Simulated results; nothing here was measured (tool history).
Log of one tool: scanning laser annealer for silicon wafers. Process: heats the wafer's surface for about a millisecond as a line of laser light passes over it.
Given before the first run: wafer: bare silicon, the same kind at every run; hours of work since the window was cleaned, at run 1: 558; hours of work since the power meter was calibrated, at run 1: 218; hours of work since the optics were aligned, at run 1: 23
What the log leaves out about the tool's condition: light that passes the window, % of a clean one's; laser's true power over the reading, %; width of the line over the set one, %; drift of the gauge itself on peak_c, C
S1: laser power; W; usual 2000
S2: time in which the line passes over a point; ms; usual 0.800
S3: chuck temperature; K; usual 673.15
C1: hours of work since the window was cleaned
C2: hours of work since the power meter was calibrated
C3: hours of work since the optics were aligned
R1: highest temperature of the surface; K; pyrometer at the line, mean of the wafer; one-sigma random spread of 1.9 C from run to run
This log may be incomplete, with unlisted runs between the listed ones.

run   hour    S1     S2      S3   C1   C2   C3       R1
  1    0.0  2000  0.800  673.15  558  218   23  1372.15
  2   27.1  1929  0.800  673.15  573  233   38  1341.15
  3   52.0  1929  0.800  673.15  586  246   51  1343.15
  4   74.2  1929  0.800  673.15  598  258   63  1342.15
  5   88.9  1929  0.800  673.15  606  266   71  1337.15
  6  112.9  1929  0.800  673.15  619  279   84  1340.15
  7  128.4  1929  0.800  673.15  627  287   92  1340.15
  8  147.2  2000  0.800  673.15  637  297  102  1365.15
  9  165.2  2000  0.800  673.15  647  307  112  1366.15
 10  190.7  2000  0.800  673.15  661  320  126  1367.15
 11  206.2  2000  0.800  673.15  669  329  134  1366.15
 12  239.9  2000  0.800  673.15  687  347  152  1367.15
 13  266.8  2000  0.800  673.15  701  361  167  1362.15
 14  292.9  2000  0.952  673.15  715  375  181  1436.15
 15  310.0  2069  0.800  706.15  725  384  190  1424.15
 16  327.4  1921  0.800  711.15  734  394  199  1365.15
 17  357.7  2190  0.800  673.15  750  410  215  1440.15
 18  382.6  1809  0.844  713.15  764  423  229  1344.15
 19  397.0  2000  0.800  686.15  771  431  237  1371.15
 20  410.9  2113  0.911  692.15  779  439  244  1484.15
 21  439.8  1905  0.911  684.15  794  454  260  1381.15
 22  454.2  2000  0.800  670.15  802  462  267  1354.15
 23  482.3  1920  0.800  661.15  817  477  282  1313.15
     508.0  -- window over the wafer cleaned
 24  512.6  1920  0.800  661.15    2  492  298  1345.15
 25  543.3  1920  0.800  661.15   19  509  314  1340.15
 26  567.5  1814  0.828  674.15   32  522  327  1323.15

3 options for the next run, each taken on its own from the tool as it stands now. Forecast them:
  A  591.4  1762  0.593  709.15  45  534  340   ?
  B  591.4  2052  0.677  652.15  45  534  340   ?
  C  591.4  2075  0.800  644.15  45  534  340   ?

run       R1
  A  1219.15
  B  1317.15
  C  1388.15
With no hidden state in the tool, these same runs would have given:
run       R1
  A  1228.15
  B  1328.15
  C  1400.15

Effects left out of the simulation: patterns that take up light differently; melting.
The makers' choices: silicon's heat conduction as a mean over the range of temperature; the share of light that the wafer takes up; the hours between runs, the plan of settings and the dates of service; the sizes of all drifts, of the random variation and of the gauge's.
